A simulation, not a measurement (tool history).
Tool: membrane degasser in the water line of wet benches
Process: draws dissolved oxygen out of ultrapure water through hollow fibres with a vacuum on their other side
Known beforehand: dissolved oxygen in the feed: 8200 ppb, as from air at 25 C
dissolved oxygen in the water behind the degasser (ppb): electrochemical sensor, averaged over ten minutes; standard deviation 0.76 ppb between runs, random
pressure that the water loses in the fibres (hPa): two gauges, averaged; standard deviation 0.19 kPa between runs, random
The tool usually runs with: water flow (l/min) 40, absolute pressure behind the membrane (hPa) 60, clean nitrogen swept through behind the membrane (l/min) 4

| run | hour | water flow (l/min) | absolute pressure behind the membrane (hPa) | clean nitrogen swept through behind the membrane (l/min) | dissolved oxygen in the water behind the degasser (ppb) | pressure that the water loses in the fibres (hPa) |
|---|---|---|---|---|---|---|
| 1 | 0 | 40 | 60 | 4 | 71.6 | 402.4 |
| 2 | 70 | 40 | 60 | 4 | 72.8 | 403 |
| 3 | 153.6 | 40 | 60 | 4 | 71.2 | 398 |
| 4 | 232 | 40 | 60 | 4 | 73.5 | 400.7 |
| 5 | 283.9 | 40 | 60 | 4 | 73.6 | 404.6 |
| 6 | 332.1 | 30 | 60 | 4 | 53.1 | 303.6 |
| 7 | 374.9 | 30 | 60 | 4 | 53.9 | 303.4 |
| 8 | 431.6 | 30 | 60 | 5.38 | 41.7 | 300.8 |
| 9 | 470.1 | 30 | 60 | 4.9 | 45.2 | 301.9 |
| 10 | 514.9 | 54 | 60 | 4 | 100.3 | 543.7 |
| 11 | 593.4 | 49 | 72.6 | 4.91 | 102.9 | 494.5 |
|  | 599.2 | vacuum gauge calibrated |
| 12 | 652.1 | 49 | 72.6 | 4.91 | 107.5 | 492.1 |
| 13 | 738.4 | 49 | 72.6 | 4.91 | 105.5 | 493.9 |
| 14 | 780.5 | 54 | 55.4 | 4 | 85.9 | 545.6 |
|  | 846.8 | vacuum gauge calibrated, once more |
| 15 | 846.8 | 54 | 55.4 | 4 | 82.5 | 547.2 |
| 16 | 925.2 | 48 | 142.8 | 2.64 | 442.7 | 487.1 |

What does the tool deliver on the next run?
| 17 | 971 | 50 | 111.6 | 1.81 | ? | ? |

{"run 17": {"dissolved oxygen in the water behind the degasser (ppb)": 464.8, "pressure that the water loses in the fibres (hPa)": 502.8}}
Minus the tool's unlogged condition, the same run would have read dissolved oxygen in the water behind the degasser (ppb) 462.1, pressure that the water loses in the fibres (hPa) 492.1.
